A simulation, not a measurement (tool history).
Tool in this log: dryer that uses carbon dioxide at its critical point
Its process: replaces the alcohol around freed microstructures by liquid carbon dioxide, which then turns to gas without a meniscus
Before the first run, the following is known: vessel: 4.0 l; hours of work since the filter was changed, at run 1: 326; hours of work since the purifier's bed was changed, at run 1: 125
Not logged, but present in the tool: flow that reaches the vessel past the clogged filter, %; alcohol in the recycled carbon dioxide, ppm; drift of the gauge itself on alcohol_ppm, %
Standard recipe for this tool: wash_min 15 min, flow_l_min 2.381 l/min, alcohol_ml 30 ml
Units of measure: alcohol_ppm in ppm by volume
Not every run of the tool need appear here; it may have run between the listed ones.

run   hour  wash_min  flow_l_min  alcohol_ml  hours of work since the filter was changed  hours of work since the purifier's bed was changed  alcohol_ppm
  1    0.0        15       2.381          30                                         326                                                 125           32
  2    4.2        15       2.381          30                                         327                                                 127           43
  3   11.9        15       2.381          30                                         331                                                 131           42
  4   16.3        15       2.381          21                                         333                                                 133           41
  5   26.4        15       2.450          30                                         338                                                 138           29
  6   32.7        15       2.381          33                                         341                                                 141           50
  7   37.0        15       2.381          33                                         343                                                 143           42
  8   46.3        15       2.381          33                                         347                                                 147           42
  9   52.7        15       2.381          30                                         350                                                 150           43
 10   58.1        19       2.381          30                                         353                                                 152           21
 11   63.2        19       2.381          30                                         355                                                 155           30
 12   72.6        19       2.381          30                                         360                                                 159           30
 13   77.9        19       2.381          30                                         362                                                 162           39
 14   82.8        19       2.381          67                                         364                                                 164           40
      84.5  -- inlet filter changed
 15   88.4        15       2.381          30                                           2                                                 166           42
 16   97.2        15       2.381          44                                           6                                                 170           41
 17  105.8        15       2.381          44                                          10                                                 174           34
 18  114.6        15       3.110          44                                          14                                                 179           36
 19  124.2        13       2.381          30                                          19                                                 183           57
 20  129.3        20       2.381          30                                          21                                                 186           42
 21  134.0        20       2.381          30                                          23                                                 188           44
 22  140.4        20       2.381          79                                          26                                                 191           41
 23  147.0        20       2.381          79                                          29                                                 194           42
 24  153.2        20       2.381          79                                          32                                                 197           41
 25  161.7        24       2.160          67                                          36                                                 201           34
 26  169.0        12       3.450          67                                          40                                                 204           40
 27  175.4        12       3.450          67                                          43                                                 207           41
 28  183.5        10       1.490          39                                          47                                                 211          681
 29  190.9        15       2.381         119                                          50                                                 215           80
 30  201.1        15       2.680          40                                          55                                                 219           37
 31  211.0        15       2.680          40                                          60                                                 224           52
 32  217.3        15       2.680          40                                          63                                                 227           49
 33  222.4        15       1.630          38                                          65                                                 229          147
 34  227.3        10       2.450          81                                          67                                                 232          267
 35  234.1        10       2.450          81                                          70                                                 235          274
 36  238.8        11       2.381          30                                          73                                                 237          112
 37  243.6        11       2.381          30                                          75                                                 239          104
 38  253.0        16       2.381          21                                          79                                                 244           54

What will run 39 give?
 39  258.5        16       2.381          84                                          82                                                 246            ?

Run 39 came out at alcohol_ppm 62 ppm by volume.
With the hidden condition absent and the run-to-run variation left alone, this run would have shown alcohol_ppm 22 ppm by volume.
